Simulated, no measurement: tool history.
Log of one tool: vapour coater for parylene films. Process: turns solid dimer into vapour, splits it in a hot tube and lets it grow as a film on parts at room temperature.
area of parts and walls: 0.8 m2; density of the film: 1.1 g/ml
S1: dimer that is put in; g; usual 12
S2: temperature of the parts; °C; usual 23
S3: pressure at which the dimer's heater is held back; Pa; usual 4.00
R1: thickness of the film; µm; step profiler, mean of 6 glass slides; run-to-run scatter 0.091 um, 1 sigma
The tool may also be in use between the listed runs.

run	hour	S1	S2	S3	R1
1	0.0	12	23	4.00	10.89
2	42.3	12	23	4.00	11.04
3	79.3	12	25	4.00	10.17
4	100.4	12	23	4.00	10.78
5	124.1	12	23	4.00	11.04
# hour 129.2: table's thermometer calibrated
6	166.0	12	23	4.00	10.89
7	209.5	12	29	4.00	8.41
# hour 255.7: table's thermometer calibrated, once more
8	259.2	12	24	4.00	10.23
9	279.6	9	18	10.45	8.92
10	318.3	14	24	4.00	11.91
11	346.1	21	22	4.00	19.16
12	383.6	21	22	4.00	19.22
13	404.0	21	22	4.00	19.16
14	446.8	11	24	10.15	8.20
15	480.6	11	24	10.15	8.13
16	511.7	11	30	11.26	6.40

Predict each of these 4 candidate next runs independently; none follows another, all start after run 16:
A	537.0	12	18	4.00	?
B	537.0	11	17	3.51	?
C	537.0	7	22	2.82	?
D	537.0	12	17	6.20	?

run	R1
A	12.07
B	11.19
C	6.58
D	12.37
Without the tool's unlogged condition, the same runs would have read:
run	R1
A	13.14
B	12.18
C	7.08
D	13.47
